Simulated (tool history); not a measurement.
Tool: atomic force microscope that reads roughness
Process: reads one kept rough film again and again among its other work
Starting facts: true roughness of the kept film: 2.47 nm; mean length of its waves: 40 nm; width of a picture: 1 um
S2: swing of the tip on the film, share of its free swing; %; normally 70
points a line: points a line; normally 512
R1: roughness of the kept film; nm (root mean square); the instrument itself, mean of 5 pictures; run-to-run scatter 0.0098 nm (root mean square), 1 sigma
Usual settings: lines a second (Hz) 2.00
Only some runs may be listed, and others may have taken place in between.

{"run": 1, "hour": 0.0, "lines a second (Hz)": 2.0, "S2": 70, "points a line": 512, "R1": 2.071}
{"run": 2, "hour": 30.1, "lines a second (Hz)": 2.0, "S2": 70, "points a line": 512, "R1": 1.997}
{"hour": 36.1, "done": "new tip fitted"}
{"run": 3, "hour": 48.1, "lines a second (Hz)": 2.0, "S2": 76, "points a line": 512, "R1": 2.124}
{"run": 4, "hour": 81.5, "lines a second (Hz)": 2.0, "S2": 76, "points a line": 512, "R1": 2.036}
{"run": 5, "hour": 104.8, "lines a second (Hz)": 2.0, "S2": 70, "points a line": 512, "R1": 2.054}
{"run": 6, "hour": 128.6, "lines a second (Hz)": 2.0, "S2": 70, "points a line": 512, "R1": 1.993}
{"hour": 143.0, "done": "new tip fitted"}
{"run": 7, "hour": 162.8, "lines a second (Hz)": 2.0, "S2": 70, "points a line": 512, "R1": 2.142}
{"run": 8, "hour": 181.5, "lines a second (Hz)": 3.83, "S2": 70, "points a line": 284, "R1": 1.947}
{"run": 9, "hour": 207.6, "lines a second (Hz)": 3.83, "S2": 70, "points a line": 284, "R1": 1.923}
{"run": 10, "hour": 224.2, "lines a second (Hz)": 3.83, "S2": 70, "points a line": 284, "R1": 1.874}
{"run": 11, "hour": 244.4, "lines a second (Hz)": 1.63, "S2": 65, "points a line": 306, "R1": 2.01}
{"hour": 249.5, "done": "new tip fitted"}
{"run": 12, "hour": 272.4, "lines a second (Hz)": 0.98, "S2": 87, "points a line": 348, "R1": 2.121}
{"run": 13, "hour": 310.1, "lines a second (Hz)": 0.98, "S2": 87, "points a line": 348, "R1": 2.031}

Consider 3 possible next runs. They are alternatives, not a sequence: every one starts from the tool as it was left by run 13. What does each give?
{"run": "A", "hour": 329.2, "lines a second (Hz)": 0.99, "S2": 69, "points a line": 883, "R1": "?"}
{"run": "B", "hour": 329.2, "lines a second (Hz)": 0.98, "S2": 88, "points a line": 775, "R1": "?"}
{"run": "C", "hour": 329.2, "lines a second (Hz)": 3.67, "S2": 67, "points a line": 512, "R1": "?"}

run=A R1=2.101
run=B R1=2.000
run=C R1=1.958
With the hidden condition removed and each run's random variation left untouched, the same runs would have given:
run=A R1=2.318
run=B R1=2.207
run=C R1=2.160
